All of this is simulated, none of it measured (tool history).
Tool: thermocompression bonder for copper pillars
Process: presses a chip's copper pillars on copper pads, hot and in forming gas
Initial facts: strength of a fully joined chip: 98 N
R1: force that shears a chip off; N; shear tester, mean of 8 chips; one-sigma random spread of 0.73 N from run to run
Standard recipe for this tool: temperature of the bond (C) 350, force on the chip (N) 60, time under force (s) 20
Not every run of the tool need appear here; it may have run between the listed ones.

run 1 day=0 | temperature_of_the_bond_(C)=350 force_on_the_chip_(N)=60 time_under_force_(s)=20 | R1=51.8
run 2 day=0.188 | temperature_of_the_bond_(C)=350 force_on_the_chip_(N)=60 time_under_force_(s)=20 | R1=52.7
run 3 day=0.442 | temperature_of_the_bond_(C)=350 force_on_the_chip_(N)=60 time_under_force_(s)=20 | R1=53.6
run 4 day=0.642 | temperature_of_the_bond_(C)=350 force_on_the_chip_(N)=60 time_under_force_(s)=20 | R1=52.5
run 5 day=0.904 | temperature_of_the_bond_(C)=350 force_on_the_chip_(N)=60 time_under_force_(s)=20 | R1=52
run 6 day=1.25 | temperature_of_the_bond_(C)=350 force_on_the_chip_(N)=59 time_under_force_(s)=20 | R1=52.3
run 7 day=1.554 | temperature_of_the_bond_(C)=350 force_on_the_chip_(N)=59 time_under_force_(s)=20 | R1=52.6
run 8 day=1.758 | temperature_of_the_bond_(C)=350 force_on_the_chip_(N)=59 time_under_force_(s)=20 | R1=52.4
run 9 day=2.025 | temperature_of_the_bond_(C)=366 force_on_the_chip_(N)=60 time_under_force_(s)=20 | R1=62.4
run 10 day=2.229 | temperature_of_the_bond_(C)=366 force_on_the_chip_(N)=60 time_under_force_(s)=20 | R1=62
run 11 day=2.596 | temperature_of_the_bond_(C)=366 force_on_the_chip_(N)=60 time_under_force_(s)=20 | R1=61.2
run 12 day=2.783 | temperature_of_the_bond_(C)=350 force_on_the_chip_(N)=60 time_under_force_(s)=20 | R1=52.3
run 13 day=3.112 | temperature_of_the_bond_(C)=350 force_on_the_chip_(N)=60 time_under_force_(s)=20 | R1=52.3
run 14 day=3.35 | temperature_of_the_bond_(C)=350 force_on_the_chip_(N)=60 time_under_force_(s)=20 | R1=53.3
run 15 day=3.625 | temperature_of_the_bond_(C)=328 force_on_the_chip_(N)=60 time_under_force_(s)=18 | R1=39.5
run 16 day=3.85 | temperature_of_the_bond_(C)=328 force_on_the_chip_(N)=60 time_under_force_(s)=18 | R1=40.1
run 17 day=4.162 | temperature_of_the_bond_(C)=350 force_on_the_chip_(N)=45 time_under_force_(s)=34 | R1=52.8
run 18 day=4.458 | temperature_of_the_bond_(C)=350 force_on_the_chip_(N)=45 time_under_force_(s)=34 | R1=51.7
run 19 day=4.688 | temperature_of_the_bond_(C)=362 force_on_the_chip_(N)=45 time_under_force_(s)=18 | R1=46.9
run 20 day=4.996 | temperature_of_the_bond_(C)=375 force_on_the_chip_(N)=45 time_under_force_(s)=18 | R1=51.7
run 21 day=5.325 | temperature_of_the_bond_(C)=375 force_on_the_chip_(N)=45 time_under_force_(s)=18 | R1=53.1
run 22 day=5.546 | temperature_of_the_bond_(C)=375 force_on_the_chip_(N)=45 time_under_force_(s)=18 | R1=53
run 23 day=5.838 | temperature_of_the_bond_(C)=375 force_on_the_chip_(N)=45 time_under_force_(s)=18 | R1=53
run 24 day=6.158 | temperature_of_the_bond_(C)=350 force_on_the_chip_(N)=60 time_under_force_(s)=13 | R1=45.3
run 25 day=6.433 | temperature_of_the_bond_(C)=350 force_on_the_chip_(N)=48 time_under_force_(s)=21 | R1=45.7
run 26 day=6.675 | temperature_of_the_bond_(C)=333 force_on_the_chip_(N)=64 time_under_force_(s)=21 | R1=47.4
run 27 day=6.867 | temperature_of_the_bond_(C)=333 force_on_the_chip_(N)=53 time_under_force_(s)=21 | R1=41.5

Below are 3 alternative next runs, each starting from the tool's condition after run 27. Predict each:
run A day=7.033 | temperature_of_the_bond_(C)=371 force_on_the_chip_(N)=54 time_under_force_(s)=20 | R1=?
run B day=7.033 | temperature_of_the_bond_(C)=333 force_on_the_chip_(N)=73 time_under_force_(s)=18 | R1=?
run C day=7.033 | temperature_of_the_bond_(C)=333 force_on_the_chip_(N)=53 time_under_force_(s)=35 | R1=?

run=A R1=59.8
run=B R1=48.7
run=C R1=47.4
With the hidden condition removed and each run's random variation left untouched, the same runs would have given:
run=A R1=60.2
run=B R1=49.1
run=C R1=47.8
